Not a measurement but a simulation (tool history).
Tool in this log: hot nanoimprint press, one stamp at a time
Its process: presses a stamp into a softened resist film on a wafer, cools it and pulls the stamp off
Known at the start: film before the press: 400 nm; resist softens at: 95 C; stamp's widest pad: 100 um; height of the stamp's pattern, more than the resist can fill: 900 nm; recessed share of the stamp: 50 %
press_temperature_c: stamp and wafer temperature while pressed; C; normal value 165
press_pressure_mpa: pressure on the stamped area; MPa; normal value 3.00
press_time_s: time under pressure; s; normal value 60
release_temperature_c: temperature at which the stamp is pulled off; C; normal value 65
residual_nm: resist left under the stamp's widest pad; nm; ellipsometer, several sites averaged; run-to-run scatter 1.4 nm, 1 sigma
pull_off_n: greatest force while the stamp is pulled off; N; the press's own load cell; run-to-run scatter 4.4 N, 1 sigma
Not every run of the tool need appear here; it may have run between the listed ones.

run,hour,press_temperature_c,press_pressure_mpa,press_time_s,release_temperature_c,residual_nm,pull_off_n
1,0.0,165,3.00,60,65,231.2,229
2,23.1,165,3.00,60,65,234.9,225
3,41.3,165,3.00,60,65,233.3,222
4,57.0,165,3.00,60,65,228.2,225
5,76.1,165,3.00,60,65,230.5,227
6,103.5,165,3.00,60,65,232.5,232
7,126.7,165,3.00,60,59,234.0,275
8,143.1,165,3.00,60,59,236.4,275
9,169.6,165,3.00,60,65,236.7,237
10,195.5,165,3.00,60,65,233.8,245
11,209.4,165,3.00,60,65,235.7,236
12,224.1,174,3.00,60,65,156.9,236
# hour 239.0: plate thermocouple calibrated
13,247.1,174,3.00,60,65,167.6,241
14,262.7,174,3.00,60,65,167.1,246
# hour 285.7: plate thermocouple calibrated, once more
15,288.7,174,3.00,60,65,144.3,227
16,304.5,174,3.00,60,65,144.6,226
17,327.1,173,3.00,60,65,154.9,235
18,342.5,165,1.92,33,51,300.4,325
19,368.5,165,3.00,71,60,206.6,261
20,379.6,165,3.00,71,60,210.5,283
21,399.4,165,3.00,71,60,208.0,265
22,419.9,165,3.00,71,60,208.5,277
23,436.5,165,3.00,71,60,209.5,277
24,462.4,163,3.28,68,55,225.4,307
25,480.1,165,2.90,51,51,237.8,333
26,502.3,165,2.90,51,51,238.7,334
27,523.1,165,2.25,60,62,249.6,268
28,548.6,165,1.91,68,58,255.8,299
29,561.9,170,2.64,68,54,181.5,311
30,584.3,165,4.52,44,65,213.6,249

Predict each of these 3 candidate next runs independently; none follows another, all start after run 30:
A,603.8,165,4.37,60,65,?,?
B,603.8,161,4.52,118,58,?,?
C,603.8,165,4.54,107,65,?,?

run,residual_nm,pull_off_n
A,191.0,239
B,179.1,299
C,151.7,247
With the hidden condition removed and each run's random variation left untouched, the same runs would have given:
run,residual_nm,pull_off_n
A,184.0,209
B,171.9,262
C,145.5,216

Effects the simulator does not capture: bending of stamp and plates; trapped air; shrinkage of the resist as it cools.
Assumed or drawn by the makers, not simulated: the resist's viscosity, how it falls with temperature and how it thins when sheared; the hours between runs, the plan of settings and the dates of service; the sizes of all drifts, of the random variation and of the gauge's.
